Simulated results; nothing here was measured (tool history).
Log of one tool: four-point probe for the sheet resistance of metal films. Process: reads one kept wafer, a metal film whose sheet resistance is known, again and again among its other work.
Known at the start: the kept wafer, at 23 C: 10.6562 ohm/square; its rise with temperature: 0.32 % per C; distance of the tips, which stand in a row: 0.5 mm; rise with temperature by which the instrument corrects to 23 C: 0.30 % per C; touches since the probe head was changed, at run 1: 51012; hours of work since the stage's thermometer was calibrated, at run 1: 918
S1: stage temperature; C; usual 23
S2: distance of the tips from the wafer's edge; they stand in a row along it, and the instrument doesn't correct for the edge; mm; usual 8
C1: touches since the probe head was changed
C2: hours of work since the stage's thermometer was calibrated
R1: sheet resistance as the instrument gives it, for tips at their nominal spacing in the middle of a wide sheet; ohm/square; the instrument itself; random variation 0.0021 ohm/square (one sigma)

| run | hour | S1 | S2 | C1 | C2 | R1 |
|---|---|---|---|---|---|---|
| 1 | 0.0 | 23 | 8 | 51012 | 918 | 10.676097 |
| 2 | 64.0 | 25 | 8 | 54044 | 967 | 10.669733 |
| 3 | 148.8 | 29 | 8 | 58058 | 1032 | 10.672496 |
| 4 | 204.7 | 29 | 8 | 60705 | 1075 | 10.665935 |
| 5 | 271.5 | 23 | 8 | 63866 | 1126 | 10.659147 |
| 6 | 343.0 | 23 | 62 | 67249 | 1181 | 10.627663 |
| 7 | 409.4 | 22 | 12 | 70393 | 1232 | 10.635308 |
| 8 | 470.7 | 33 | 10 | 73296 | 1279 | 10.651019 |

Run 9 comes next. What will it give?
| 9 | 544.4 | 33 | 10 | 76785 | 1336 | ? |

R1: 10.644816 ohm/square
Without the tool's hidden state the same run would have given R1 10.684271 ohm/square.

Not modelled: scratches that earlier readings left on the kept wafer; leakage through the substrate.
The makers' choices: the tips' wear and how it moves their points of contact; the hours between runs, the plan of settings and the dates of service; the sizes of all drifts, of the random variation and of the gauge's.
